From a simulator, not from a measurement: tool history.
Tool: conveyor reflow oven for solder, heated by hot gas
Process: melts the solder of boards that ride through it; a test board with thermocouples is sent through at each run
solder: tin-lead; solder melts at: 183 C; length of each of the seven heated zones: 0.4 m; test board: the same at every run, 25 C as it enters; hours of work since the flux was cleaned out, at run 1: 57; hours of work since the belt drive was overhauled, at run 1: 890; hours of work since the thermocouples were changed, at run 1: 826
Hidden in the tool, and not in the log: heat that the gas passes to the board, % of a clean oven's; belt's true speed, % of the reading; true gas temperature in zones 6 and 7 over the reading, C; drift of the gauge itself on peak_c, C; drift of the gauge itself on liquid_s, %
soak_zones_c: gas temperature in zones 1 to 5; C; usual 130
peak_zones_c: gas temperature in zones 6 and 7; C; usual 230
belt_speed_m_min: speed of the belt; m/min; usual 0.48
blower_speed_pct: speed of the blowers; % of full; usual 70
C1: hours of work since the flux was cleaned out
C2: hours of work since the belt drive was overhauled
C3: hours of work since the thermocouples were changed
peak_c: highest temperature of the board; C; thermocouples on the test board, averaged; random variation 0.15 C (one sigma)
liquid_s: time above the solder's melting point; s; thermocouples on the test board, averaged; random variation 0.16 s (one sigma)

{"run": 1, "day": 0.0, "soak_zones_c": 130, "peak_zones_c": 230, "belt_speed_m_min": 0.48, "blower_speed_pct": 70, "C1": 57, "C2": 890, "C3": 826, "peak_c": 215.6, "liquid_s": 70.7}
{"run": 2, "day": 1.35, "soak_zones_c": 130, "peak_zones_c": 230, "belt_speed_m_min": 0.48, "blower_speed_pct": 70, "C1": 71, "C2": 903, "C3": 839, "peak_c": 215.7, "liquid_s": 70.8}
{"run": 3, "day": 3.288, "soak_zones_c": 130, "peak_zones_c": 230, "belt_speed_m_min": 0.48, "blower_speed_pct": 70, "C1": 90, "C2": 922, "C3": 858, "peak_c": 215.4, "liquid_s": 70.8}
{"run": 4, "day": 4.525, "soak_zones_c": 130, "peak_zones_c": 230, "belt_speed_m_min": 0.48, "blower_speed_pct": 70, "C1": 102, "C2": 934, "C3": 870, "peak_c": 215.7, "liquid_s": 70.4}
{"run": 5, "day": 6.442, "soak_zones_c": 130, "peak_zones_c": 230, "belt_speed_m_min": 0.48, "blower_speed_pct": 70, "C1": 120, "C2": 953, "C3": 889, "peak_c": 215.3, "liquid_s": 70.6}
{"run": 6, "day": 7.817, "soak_zones_c": 130, "peak_zones_c": 230, "belt_speed_m_min": 0.48, "blower_speed_pct": 70, "C1": 134, "C2": 966, "C3": 902, "peak_c": 215.4, "liquid_s": 70.2}
{"run": 7, "day": 8.967, "soak_zones_c": 130, "peak_zones_c": 230, "belt_speed_m_min": 0.48, "blower_speed_pct": 70, "C1": 145, "C2": 978, "C3": 914, "peak_c": 215.7, "liquid_s": 69.9}
{"run": 8, "day": 10.829, "soak_zones_c": 130, "peak_zones_c": 230, "belt_speed_m_min": 0.48, "blower_speed_pct": 70, "C1": 163, "C2": 996, "C3": 932, "peak_c": 215.4, "liquid_s": 69.7}
{"run": 9, "day": 11.838, "soak_zones_c": 130, "peak_zones_c": 230, "belt_speed_m_min": 0.48, "blower_speed_pct": 70, "C1": 173, "C2": 1006, "C3": 942, "peak_c": 215.3, "liquid_s": 70.1}
{"day": 12.196, "done": "belt drive overhauled, speed set with a stopwatch"}
{"run": 10, "day": 14.075, "soak_zones_c": 130, "peak_zones_c": 230, "belt_speed_m_min": 0.48, "blower_speed_pct": 70, "C1": 193, "C2": 18, "C3": 962, "peak_c": 215.3, "liquid_s": 70.2}
{"run": 11, "day": 15.242, "soak_zones_c": 130, "peak_zones_c": 230, "belt_speed_m_min": 0.48, "blower_speed_pct": 70, "C1": 205, "C2": 30, "C3": 973, "peak_c": 215.3, "liquid_s": 70.3}
{"run": 12, "day": 16.192, "soak_zones_c": 130, "peak_zones_c": 230, "belt_speed_m_min": 0.48, "blower_speed_pct": 70, "C1": 214, "C2": 39, "C3": 983, "peak_c": 215.5, "liquid_s": 70.5}
{"run": 13, "day": 17.283, "soak_zones_c": 130, "peak_zones_c": 230, "belt_speed_m_min": 0.48, "blower_speed_pct": 70, "C1": 225, "C2": 50, "C3": 993, "peak_c": 215.3, "liquid_s": 70.5}
{"run": 14, "day": 18.729, "soak_zones_c": 130, "peak_zones_c": 230, "belt_speed_m_min": 0.48, "blower_speed_pct": 70, "C1": 239, "C2": 64, "C3": 1008, "peak_c": 215.3, "liquid_s": 69.8}
{"day": 19.529, "done": "belt drive overhauled, speed set with a stopwatch, once more"}
{"run": 15, "day": 20.317, "soak_zones_c": 133, "peak_zones_c": 230, "belt_speed_m_min": 0.48, "blower_speed_pct": 70, "C1": 253, "C2": 8, "C3": 1021, "peak_c": 215.3, "liquid_s": 70.1}
{"run": 16, "day": 21.779, "soak_zones_c": 133, "peak_zones_c": 230, "belt_speed_m_min": 0.48, "blower_speed_pct": 70, "C1": 267, "C2": 22, "C3": 1036, "peak_c": 215.3, "liquid_s": 70.6}
{"run": 17, "day": 22.992, "soak_zones_c": 127, "peak_zones_c": 219, "belt_speed_m_min": 0.48, "blower_speed_pct": 58, "C1": 279, "C2": 34, "C3": 1048, "peak_c": 201.3, "liquid_s": 47.3}

Run 18 comes next. What will it give?
{"run": 18, "day": 24.621, "soak_zones_c": 143, "peak_zones_c": 243, "belt_speed_m_min": 0.48, "blower_speed_pct": 58, "C1": 295, "C2": 50, "C3": 1064, "peak_c": "?", "liquid_s": "?"}

{"run 18": {"peak_c": 225.1, "liquid_s": 84.2}}
Without the tool's hidden state the same run would have given peak_c 223.5 C, liquid_s 82.7 s.
